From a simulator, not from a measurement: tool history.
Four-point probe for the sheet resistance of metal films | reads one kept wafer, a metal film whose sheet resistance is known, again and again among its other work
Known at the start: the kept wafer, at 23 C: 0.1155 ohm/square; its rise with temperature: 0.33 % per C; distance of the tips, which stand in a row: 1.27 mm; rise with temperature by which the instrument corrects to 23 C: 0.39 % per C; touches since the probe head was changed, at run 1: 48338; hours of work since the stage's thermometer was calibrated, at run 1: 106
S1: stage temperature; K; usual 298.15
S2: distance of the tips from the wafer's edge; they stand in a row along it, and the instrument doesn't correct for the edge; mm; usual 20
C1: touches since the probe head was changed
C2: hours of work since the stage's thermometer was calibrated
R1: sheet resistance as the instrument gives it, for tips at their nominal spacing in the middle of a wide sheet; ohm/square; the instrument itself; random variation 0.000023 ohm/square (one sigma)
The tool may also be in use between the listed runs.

run   hour      S1  S2     C1   C2        R1
  1      0  298.15  20  48338  106  0.115598
  2    8.3  298.15  20  48597  111  0.115597
  3   20.5  298.15  20  48980  118   0.11559
  4   32.8  298.15  20  49365  124  0.115591
  5   49.3  293.15  20  49883  134  0.115973
  6   61.5  293.15  20  50265  141  0.115946
  7   71.3  293.15  20  50573  146  0.116026
  8   84.2  298.15  20  50978  153  0.115588
  9   91.2  298.15   3  51196  157  0.125401
 10  103.2  298.15   3  51574  164  0.125372
 11  118.4  298.15  57  52051  173  0.115352
 12  127.7  298.15  16  52342  178  0.115732
 13  136.5  298.15  16  52617  183  0.115732
 14  147.8  298.15  20  52973  189  0.115601
 15  155.5  298.15  20  53214  194  0.115616
 16  166.6  298.15  20  53560  200  0.115565
 17  178.3  298.15  20  53928  207  0.115582
 18  187.8  298.15  20  54224  212  0.115602
 19  197.3  298.15  20  54523  217  0.115571
 20  204.2  295.15  20  54740  221  0.115773
 21  213.7  299.15  13  55037  226  0.115851
 22  223.2  299.15  13  55335  232   0.11585
 23  234.1  299.15  13  55676  238  0.115864
 24  244.9  291.15   4  56016  244    0.1218
 25  253.5  300.15   4  56284  249  0.121122
 26  268.8  291.15  10  56765  258  0.116868
 27  283.7  308.15  19  57231  266  0.114892
 28  296.3  298.15   4  57628  273  0.121254
 29  311.9  298.15   4  58116  282  0.121287
 30  319.9  296.15  28  58368  286  0.115615
 31  327.8  305.15  42  58615  291  0.114853
 32  340.9  291.15  63  59026  298  0.115918
 33  350.9  298.15  63  59340  304  0.115363
 34  361.3  299.15  34  59665  310  0.115347

Forecast each of these 5 alternatives for the next run:
  A  371.2  299.15  39  59976  315   ?
  B  371.2  299.15   8  59976  315   ?
  C  371.2  298.15  10  59976  315   ?
  D  371.2  297.15  61  59976  315   ?
  E  371.2  294.15   7  59976  315   ?

run        R1
  A  0.115312
  B  0.116817
  C   0.11632
  D   0.11541
  E  0.117614
Without the tool's hidden state the same runs would have given:
run        R1
  A  0.115327
  B  0.116832
  C  0.116335
  D  0.115426
  E  0.117629
